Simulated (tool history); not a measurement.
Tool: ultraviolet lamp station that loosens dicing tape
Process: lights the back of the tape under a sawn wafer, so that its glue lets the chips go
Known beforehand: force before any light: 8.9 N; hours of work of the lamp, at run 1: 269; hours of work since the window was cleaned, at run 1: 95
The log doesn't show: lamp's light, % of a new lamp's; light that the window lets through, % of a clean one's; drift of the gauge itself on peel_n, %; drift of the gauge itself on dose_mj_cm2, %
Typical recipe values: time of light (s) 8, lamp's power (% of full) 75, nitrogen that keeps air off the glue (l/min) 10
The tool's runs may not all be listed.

run,day,time of light (s),lamp's power (% of full),nitrogen that keeps air off the glue (l/min),hours of work of the lamp,hours of work since the window was cleaned,force that peels the tape off (N),light that reached the tape (mJ/cm²)
1,0.000,8,75,10,269,95,0.693,513
2,0.638,8,75,10,277,104,0.683,513
3,1.533,8,75,10,289,116,0.670,515
4,2.308,8,75,10,300,126,0.683,511
5,3.058,8,75,4,310,136,1.526,510
6,3.946,8,75,4,322,148,1.509,507
7,4.350,8,75,4,327,153,1.473,513
8,5.296,8,75,4,340,166,1.479,510
9,5.688,8,75,10,345,171,0.683,510
10,6.129,8,75,7,351,177,0.940,513
11,6.983,8,75,7,362,189,0.914,511
12,7.388,8,75,10,368,194,0.690,509
13,8.317,8,75,10,380,206,0.689,510
14,9.112,8,75,10,391,217,0.687,514
15,9.917,8,75,10,401,228,0.678,511
16,10.650,8,75,10,411,238,0.679,510
17,11.333,8,75,10,420,247,0.699,511
18,11.833,8,75,20,427,254,0.377,507
19,12.333,4,75,10,434,260,2.421,253
20,12.775,4,75,10,440,266,2.348,251
21,13.571,4,75,10,450,277,2.302,259
22,14.083,10,87,9,457,284,0.339,743
23,14.575,5,91,10,464,290,1.202,384
24,15.371,5,91,10,474,301,1.204,387
25,16.188,15,81,10,485,312,0.166,1028
26,16.762,6,63,19,493,320,1.126,323
27,17.529,4,73,14,503,330,2.096,250
28,17.946,5,75,5,509,335,2.495,320
29,18.471,8,60,5,516,342,1.815,406
30,19.317,7,78,6,527,354,1.361,471
31,20.071,7,64,8,537,364,1.471,381
32,20.908,5,68,10,549,375,1.937,290
33,21.817,8,62,10,561,387,1.021,424
# day 22.246: window cleaned of glue's vapour
34,22.612,8,62,10,571,5,1.008,421
35,23.212,8,83,11,579,13,0.497,567
36,23.988,8,83,11,590,23,0.481,565
37,24.392,8,83,11,595,29,0.510,562
38,24.983,7,95,7,603,37,0.735,566
39,25.883,7,95,7,615,49,0.749,564
40,26.650,5,62,16,625,59,1.634,265
41,27.196,12,62,5,633,66,0.845,633

Each row is a separate what-if for the run after 41, all from the same tool condition, not one after another. Results?
A,27.596,9,79,15,638,72,?,?
B,27.596,8,68,11,638,72,?,?
C,27.596,5,62,5,638,72,?,?
D,27.596,12,64,5,638,72,?,?

run,force that peels the tape off (N),light that reached the tape (mJ/cm²)
A,0.323,608
B,0.761,464
C,3.229,261
D,0.757,658
Take away the tool's hidden state, keep each run's random variation, and the runs would have read:
run,force that peels the tape off (N),light that reached the tape (mJ/cm²)
A,0.322,610
B,0.758,465
C,3.222,261
D,0.753,659

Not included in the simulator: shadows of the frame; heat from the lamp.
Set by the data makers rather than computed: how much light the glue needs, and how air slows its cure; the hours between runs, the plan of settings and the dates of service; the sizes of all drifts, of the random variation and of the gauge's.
